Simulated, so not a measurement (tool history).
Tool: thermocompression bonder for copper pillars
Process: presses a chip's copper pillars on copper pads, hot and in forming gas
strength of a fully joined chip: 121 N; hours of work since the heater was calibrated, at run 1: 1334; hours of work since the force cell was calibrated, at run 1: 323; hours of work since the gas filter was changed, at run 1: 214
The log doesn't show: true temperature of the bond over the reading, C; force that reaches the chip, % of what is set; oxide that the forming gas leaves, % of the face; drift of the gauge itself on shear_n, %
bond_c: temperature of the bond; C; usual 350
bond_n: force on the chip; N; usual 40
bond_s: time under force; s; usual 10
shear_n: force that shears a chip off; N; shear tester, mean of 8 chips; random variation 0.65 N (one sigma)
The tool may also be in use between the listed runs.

run    hour  bond_c  bond_n  bond_s  hours of work since the heater was calibrated  hours of work since the force cell was calibrated  hours of work since the gas filter was changed  shear_n
  1       0     350      40      10                                           1334                                                323                                             214     71.5
        5.8  -- forming gas filter changed
  2    80.9     350      30      10                                           1398                                                386                                              60     57.5
  3   126.7     350      30      10                                           1434                                                423                                              96     57.1
  4   162.4     350      29      10                                           1462                                                451                                             124     55.6
  5   206.5     350      29      10                                           1497                                                486                                             159     56.8
  6   274.4     350      29      10                                           1551                                                540                                             213     55.5
      281.5  -- forming gas filter changed
  7   349.9     350      29      10                                           1611                                                600                                              54     55.3
  8   409.9     350      40       6                                           1659                                                647                                             102     59.2
  9   484.5     350      40       6                                           1718                                                707                                             161     60.4
      528.1  -- heater calibrated with a thermocouple chip
 10   543.2     350      40       6                                             12                                                752                                             206     60.8
      559.5  -- forming gas filter changed
 11   580.3     350      40      10                                             41                                                781                                              17       71
 12   616.6     350      40      10                                             70                                                810                                              45     71.4
 13   689.7     350      40      10                                            128                                                868                                             104       70
      725.9  -- force cell calibrated
 14     726     350      40      10                                            156                                                  0                                             131     70.7
 15   801.8     350      40      10                                            216                                                 60                                             191     70.6
      840.2  -- forming gas filter changed
 16   861.9     350      40      10                                            263                                                108                                              17     71.3
 17   927.9     344      40      10                                            316                                                160                                              70     68.2
 18   996.6     350      40      10                                            370                                                215                                             124     71.5
 19  1046.3     350      40      10                                            410                                                254                                             164     70.9
 20  1103.2     344      27      10                                            455                                                299                                             209     49.2
     1117.6  -- forming gas filter changed
 21  1181.9     344      27      10                                            517                                                362                                              51     49.2
 22  1260.5     344      27      10                                            580                                                424                                             114     50.5
 23  1304.7     342      33      10                                            615                                                459                                             149     57.3
 24  1377.7     350      40      11                                            673                                                517                                             207     72.3
     1395.8  -- forming gas filter changed
 25  1452.9     361      54       9                                            732                                                577                                              45     91.6
 26  1498.3     361      54       9                                            768                                                613                                              81     89.4
 27  1531.8     326      24       6                                            795                                                639                                             108     29.3
 28  1565.7     350      24      18                                            822                                                666                                             135     57.9
 29  1609.6     336      39       7                                            857                                                701                                             170     55.8
 30  1659.2     336      39       7                                            896                                                740                                             209     55.4
     1676.5  -- forming gas filter changed
 31  1722.9     336      37      22                                            946                                                791                                              37     76.4
 32  1756.7     336      37      22                                            973                                                817                                              64     77.7
 33  1817.1     336      37      22                                           1021                                                866                                             112     75.7
     1850.9  -- force cell calibrated
 34  1857.8     336      42      22                                           1052                                                  6                                             143     82.3
 35  1922.2     346      25      10                                           1103                                                 57                                             194     46.2
     1952.7  -- forming gas filter changed
 36  1958.4     352      58      23                                           1132                                                 85                                               4    108.3
 37  2008.1     370      40       7                                           1171                                                124                                              44     74.5
 38  2050.6     370      39      11                                           1205                                                158                                              78     81.8

Forecast each of these 4 alternatives for the next run:
  A  2088.3     343      35      14                                           1235                                                188                                             108        ?
  B  2088.3     348      58      17                                           1235                                                188                                             108        ?
  C  2088.3     350      40      26                                           1235                                                188                                             108        ?
  D  2088.3     351      43       6                                           1235                                                188                                             108        ?

run  shear_n
  A     68.7
  B    100.1
  C     92.3
  D     64.9
Without the tool's hidden state the same runs would have given:
run  shear_n
  A     68.6
  B    100.1
  C     92.2
  D     64.8
